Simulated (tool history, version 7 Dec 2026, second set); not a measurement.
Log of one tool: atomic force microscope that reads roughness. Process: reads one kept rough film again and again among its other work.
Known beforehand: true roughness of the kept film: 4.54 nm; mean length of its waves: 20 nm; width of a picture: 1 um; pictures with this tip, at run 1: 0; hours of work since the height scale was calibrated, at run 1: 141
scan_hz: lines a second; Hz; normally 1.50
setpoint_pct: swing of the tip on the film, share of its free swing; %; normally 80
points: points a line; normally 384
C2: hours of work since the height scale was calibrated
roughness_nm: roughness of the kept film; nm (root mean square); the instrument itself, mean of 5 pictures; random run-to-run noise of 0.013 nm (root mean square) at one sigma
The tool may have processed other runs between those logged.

run 1 hour=0.0 | scan_hz=1.50 setpoint_pct=80 points=384 | pictures_with_this_tip=0 C2=141 | roughness_nm=3.059
run 2 hour=16.3 | scan_hz=1.50 setpoint_pct=68 points=384 | pictures_with_this_tip=23 C2=150 | roughness_nm=3.079
run 3 hour=29.7 | scan_hz=1.50 setpoint_pct=68 points=384 | pictures_with_this_tip=42 C2=157 | roughness_nm=2.971
run 4 hour=37.4 | scan_hz=1.50 setpoint_pct=80 points=335 | pictures_with_this_tip=53 C2=162 | roughness_nm=2.802
run 5 hour=49.2 | scan_hz=1.14 setpoint_pct=80 points=335 | pictures_with_this_tip=70 C2=168 | roughness_nm=2.776
run 6 hour=66.6 | scan_hz=1.14 setpoint_pct=80 points=335 | pictures_with_this_tip=95 C2=178 | roughness_nm=2.648
run 7 hour=81.8 | scan_hz=1.14 setpoint_pct=80 points=335 | pictures_with_this_tip=117 C2=186 | roughness_nm=2.562
-- hour=90.9 new tip fitted
run 8 hour=100.8 | scan_hz=1.14 setpoint_pct=80 points=443 | pictures_with_this_tip=14 C2=196 | roughness_nm=3.135
run 9 hour=111.8 | scan_hz=1.14 setpoint_pct=80 points=443 | pictures_with_this_tip=30 C2=202 | roughness_nm=3.051
run 10 hour=129.4 | scan_hz=1.50 setpoint_pct=80 points=831 | pictures_with_this_tip=55 C2=212 | roughness_nm=2.882
run 11 hour=143.6 | scan_hz=1.50 setpoint_pct=80 points=831 | pictures_with_this_tip=76 C2=219 | roughness_nm=2.811
run 12 hour=151.1 | scan_hz=1.50 setpoint_pct=80 points=384 | pictures_with_this_tip=86 C2=223 | roughness_nm=2.727
run 13 hour=159.5 | scan_hz=1.50 setpoint_pct=72 points=384 | pictures_with_this_tip=98 C2=228 | roughness_nm=2.732
run 14 hour=174.6 | scan_hz=1.50 setpoint_pct=80 points=384 | pictures_with_this_tip=120 C2=236 | roughness_nm=2.572
-- hour=181.9 new tip fitted
run 15 hour=190.0 | scan_hz=1.50 setpoint_pct=80 points=384 | pictures_with_this_tip=11 C2=244 | roughness_nm=3.080
run 16 hour=200.1 | scan_hz=1.50 setpoint_pct=80 points=384 | pictures_with_this_tip=26 C2=250 | roughness_nm=2.963
-- hour=202.9 height scale calibrated on a step standard
run 17 hour=214.9 | scan_hz=1.50 setpoint_pct=80 points=811 | pictures_with_this_tip=46 C2=7 | roughness_nm=2.916
run 18 hour=225.1 | scan_hz=1.50 setpoint_pct=80 points=384 | pictures_with_this_tip=60 C2=12 | roughness_nm=2.810
run 19 hour=239.5 | scan_hz=1.50 setpoint_pct=80 points=477 | pictures_with_this_tip=81 C2=20 | roughness_nm=2.720
run 20 hour=249.5 | scan_hz=0.94 setpoint_pct=80 points=477 | pictures_with_this_tip=95 C2=26 | roughness_nm=2.742
run 21 hour=258.0 | scan_hz=3.53 setpoint_pct=65 points=922 | pictures_with_this_tip=107 C2=30 | roughness_nm=2.676
run 22 hour=266.1 | scan_hz=3.82 setpoint_pct=84 points=633 | pictures_with_this_tip=119 C2=35 | roughness_nm=2.258
-- hour=273.8 new tip fitted
run 23 hour=283.4 | scan_hz=1.12 setpoint_pct=84 points=738 | pictures_with_this_tip=14 C2=44 | roughness_nm=3.075
run 24 hour=301.9 | scan_hz=1.12 setpoint_pct=84 points=738 | pictures_with_this_tip=40 C2=54 | roughness_nm=2.961

For run 25, what comes out?
-- hour=310.9 height scale calibrated on a step standard, once more
run 25 hour=313.1 | scan_hz=2.05 setpoint_pct=78 points=592 | pictures_with_this_tip=55 C2=1 | roughness_nm=?

Run 25 gave roughness_nm 2.831 nm (root mean square).
Take away the tool's hidden state, keep the run-to-run variation as it was, and the same run would have given roughness_nm 3.146 nm (root mean square).
